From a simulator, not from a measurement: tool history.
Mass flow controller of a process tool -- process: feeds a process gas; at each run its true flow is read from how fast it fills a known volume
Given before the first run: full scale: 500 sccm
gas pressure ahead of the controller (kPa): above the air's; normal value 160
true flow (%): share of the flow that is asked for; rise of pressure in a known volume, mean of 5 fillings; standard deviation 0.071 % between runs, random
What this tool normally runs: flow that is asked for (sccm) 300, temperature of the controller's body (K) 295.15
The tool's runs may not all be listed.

run	day	flow that is asked for (sccm)	gas pressure ahead of the controller (kPa)	temperature of the controller's body (K)	true flow (%)
1	0.000	300	160	295.15	99.73
2	13.204	300	160	295.15	99.62
3	20.762	300	160	295.15	99.74
4	27.642	63	160	295.15	103.78
5	41.025	300	199	295.15	99.54
6	46.804	300	160	296.15	99.71
7	53.779	300	160	307.15	99.13
8	64.000	300	160	307.15	99.13
9	73.012	81	250	304.15	102.40
10	86.000	192	193	299.15	100.11
11	99.329	51	160	293.15	106.31
12	108.071	51	160	293.15	106.31
13	118.917	54	202	313.15	105.22

Predict each of these 3 candidate next runs independently; none follows another, all start after run 13:
A	130.112	62	262	295.15	?
B	130.112	71	218	306.15	?
C	130.112	54	171	313.15	?

run	true flow (%)
A	104.75
B	103.51
C	105.50
With the hidden condition removed and each run's random variation left untouched, the same runs would have given:
run	true flow (%)
A	99.30
B	98.99
C	98.97
